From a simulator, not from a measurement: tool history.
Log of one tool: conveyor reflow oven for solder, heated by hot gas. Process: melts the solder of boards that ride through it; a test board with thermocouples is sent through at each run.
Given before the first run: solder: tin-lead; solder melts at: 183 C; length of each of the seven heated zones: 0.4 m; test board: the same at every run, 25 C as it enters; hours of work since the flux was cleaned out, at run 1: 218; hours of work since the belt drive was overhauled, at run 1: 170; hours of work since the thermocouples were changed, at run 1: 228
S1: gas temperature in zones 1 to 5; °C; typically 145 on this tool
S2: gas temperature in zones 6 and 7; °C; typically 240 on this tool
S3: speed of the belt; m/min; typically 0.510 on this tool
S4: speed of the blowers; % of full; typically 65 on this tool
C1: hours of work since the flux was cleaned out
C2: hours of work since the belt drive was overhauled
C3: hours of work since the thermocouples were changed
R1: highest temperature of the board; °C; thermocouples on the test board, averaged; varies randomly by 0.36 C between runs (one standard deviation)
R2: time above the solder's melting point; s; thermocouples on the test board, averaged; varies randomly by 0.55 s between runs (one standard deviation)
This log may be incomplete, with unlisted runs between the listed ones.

run	day	S1	S2	S3	S4	C1	C2	C3	R1	R2
1	0.000	145	240	0.510	65	218	170	228	224.5	79.6
2	0.196	145	240	0.510	65	221	173	231	224.6	80.5
3	0.488	145	240	0.510	65	227	178	237	224.7	79.1
4	0.771	145	240	0.510	65	232	184	242	224.7	79.4
5	0.975	145	240	0.510	65	235	187	245	224.6	79.9
6	1.217	145	240	0.510	65	240	191	250	223.9	80.1
7	1.562	145	240	0.510	65	246	198	256	224.4	79.7
8	1.896	145	240	0.510	65	252	204	262	223.8	80.2
9	2.283	145	240	0.510	65	259	211	269	223.7	79.7
10	2.621	145	240	0.510	65	265	217	275	224.5	79.8
11	2.917	145	240	0.510	65	270	222	280	224.9	78.8
12	3.167	145	245	0.510	78	275	226	285	231.7	85.1
13	3.492	134	240	0.510	65	280	232	290	221.9	73.8
14	3.696	145	229	0.510	62	284	236	294	214.3	71.1
15	3.954	157	239	0.548	58	289	240	299	222.2	78.6
16	4.212	134	244	0.455	65	293	245	303	230.0	90.0

Estimate the outcome of run 17 from the log above:
17	4.396	135	245	0.433	75	296	248	306	?	?

{"run 17": {"R1": 234.6, "R2": 97.7}}
On a tool with no hidden condition, and with the same random variation, this run would have come out at R1 234.8 °C, R2 97.8 s.
